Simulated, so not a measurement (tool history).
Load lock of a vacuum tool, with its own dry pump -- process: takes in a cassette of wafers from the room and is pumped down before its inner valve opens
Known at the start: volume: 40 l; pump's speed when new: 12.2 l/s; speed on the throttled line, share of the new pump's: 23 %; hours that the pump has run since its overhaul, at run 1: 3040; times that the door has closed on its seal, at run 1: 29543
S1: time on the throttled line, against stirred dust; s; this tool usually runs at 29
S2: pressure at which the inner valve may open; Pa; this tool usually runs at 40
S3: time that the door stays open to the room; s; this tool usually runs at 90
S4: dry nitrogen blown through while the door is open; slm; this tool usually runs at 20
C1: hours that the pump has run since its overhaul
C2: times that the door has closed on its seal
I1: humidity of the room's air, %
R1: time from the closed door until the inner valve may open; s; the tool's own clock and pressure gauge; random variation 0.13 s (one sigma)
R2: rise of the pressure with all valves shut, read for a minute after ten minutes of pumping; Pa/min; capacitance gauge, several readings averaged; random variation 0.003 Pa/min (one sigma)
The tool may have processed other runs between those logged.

| run | hour | S1 | S2 | S3 | S4 | C1 | C2 | I1 | R1 | R2 |
|---|---|---|---|---|---|---|---|---|---|---|
| 1 | 0 | 29 | 40 | 90 | 20 | 3040 | 29543 | 43.6 | 48.8 | 0.218 |
| 2 | 136 | 29 | 40 | 90 | 20 | 3176 | 30081 | 43.4 | 48.8 | 0.229 |
| 3 | 284.1 | 29 | 40 | 90 | 20 | 3324 | 30668 | 45.2 | 48.7 | 0.229 |
| 4 | 477.6 | 57 | 40 | 90 | 20 | 3517 | 31435 | 41.7 | 70.2 | 0.242 |
| 5 | 672.8 | 57 | 40 | 90 | 20 | 3713 | 32209 | 44.9 | 70.1 | 0.251 |
| 6 | 876.7 | 57 | 40 | 90 | 20 | 3917 | 33017 | 46.4 | 70.6 | 0.262 |
| 7 | 1003.6 | 57 | 40 | 90 | 20 | 4043 | 33519 | 47.6 | 70.4 | 0.27 |
| 8 | 1183.5 | 24 | 40 | 90 | 20 | 4223 | 34232 | 45.2 | 45 | 0.269 |
| 9 | 1437.7 | 24 | 40 | 90 | 20 | 4478 | 35239 | 44.6 | 45 | 0.276 |
| 10 | 1671.5 | 18 | 40 | 90 | 20 | 4711 | 36166 | 42.7 | 40.5 | 0.29 |
| 11 | 1817.2 | 18 | 40 | 90 | 20 | 4857 | 36743 | 47.3 | 40.5 | 0.304 |
| 12 | 1949.5 | 18 | 40 | 90 | 20 | 4989 | 37267 | 45.7 | 40.5 | 0.308 |
| 13 | 2177.8 | 18 | 40 | 90 | 20 | 5218 | 38172 | 44 | 41 | 0.311 |
| 14 | 2350.4 | 29 | 40 | 90 | 44 | 5390 | 38856 | 48.1 | 49.2 | 0.308 |
| 15 | 2453.4 | 22 | 40 | 90 | 20 | 5493 | 39264 | 46.2 | 44 | 0.33 |
|  | 2572.1 | door's seal changed, seat wiped |
| 16 | 2621.9 | 29 | 40 | 90 | 20 | 5660 | 198 | 45.6 | 49 | 0.047 |
| 17 | 2872.9 | 29 | 40 | 90 | 20 | 5911 | 1192 | 47.8 | 49.4 | 0.05 |
| 18 | 3054.5 | 28 | 40 | 90 | 20 | 6093 | 1912 | 45.3 | 48.7 | 0.049 |
| 19 | 3213.8 | 29 | 43 | 90 | 20 | 6252 | 2543 | 42.3 | 49.2 | 0.05 |
| 20 | 3373.7 | 29 | 43 | 90 | 20 | 6412 | 3177 | 48.1 | 49.2 | 0.054 |
| 21 | 3511.9 | 15 | 67 | 147 | 12 | 6550 | 3724 | 45.7 | 37 | 0.077 |
| 22 | 3756.5 | 25 | 67 | 116 | 12 | 6795 | 4694 | 48.3 | 44.4 | 0.077 |
| 23 | 3981.5 | 17 | 78 | 116 | 12 | 7020 | 5585 | 45.2 | 38 | 0.078 |
| 24 | 4177.3 | 19 | 43 | 90 | 20 | 7216 | 6361 | 43.4 | 41.7 | 0.061 |
| 25 | 4392.8 | 19 | 43 | 90 | 20 | 7431 | 7215 | 43.8 | 41.8 | 0.058 |
| 26 | 4505.9 | 19 | 43 | 206 | 20 | 7544 | 7663 | 41.3 | 41.7 | 0.072 |
| 27 | 4648.4 | 29 | 38 | 131 | 20 | 7687 | 8228 | 43.3 | 49.5 | 0.082 |
| 28 | 4785.3 | 29 | 47 | 66 | 41 | 7824 | 8770 | 44.1 | 49.3 | 0.054 |
| 29 | 5024.4 | 29 | 40 | 90 | 6 | 8063 | 9718 | 44.9 | 49.4 | 0.107 |
| 30 | 5238.6 | 17 | 62 | 59 | 5 | 8277 | 10566 | 46.4 | 38.9 | 0.114 |
| 31 | 5348.8 | 29 | 65 | 90 | 20 | 8387 | 11003 | 43.1 | 47.9 | 0.079 |
| 32 | 5501.8 | 29 | 65 | 90 | 20 | 8540 | 11609 | 47.3 | 48.1 | 0.089 |
| 33 | 5656.5 | 53 | 40 | 157 | 20 | 8695 | 12223 | 46.7 | 67.8 | 0.098 |
| 34 | 5824 | 53 | 43 | 157 | 20 | 8862 | 12886 | 45 | 67.6 | 0.101 |
| 35 | 6043.5 | 29 | 28 | 82 | 6 | 9082 | 13756 | 47 | 50.9 | 0.126 |
| 36 | 6159.4 | 29 | 75 | 173 | 6 | 9198 | 14215 | 43.6 | 47.5 | 0.148 |
| 37 | 6363.5 | 24 | 36 | 192 | 10 | 9402 | 15024 | 43.8 | 46.4 | 0.143 |

Forecast each of these 3 alternatives for the next run:
| A | 6507 | 19 | 36 | 192 | 10 | 9545 | 15592 | 46.4 | ? | ? |
| B | 6507 | 24 | 56 | 192 | 10 | 9545 | 15592 | 45.7 | ? | ? |
| C | 6507 | 57 | 52 | 90 | 20 | 9545 | 15592 | 47.5 | ? | ? |

| run | R1 | R2 |
|---|---|---|
| A | 42.7 | 0.141 |
| B | 45.1 | 0.144 |
| C | 69.7 | 0.114 |
Had the tool no hidden state, the same runs would have come out as:
| run | R1 | R2 |
|---|---|---|
| A | 40.7 | 0.076 |
| B | 43.3 | 0.079 |
| C | 68.6 | 0.05 |
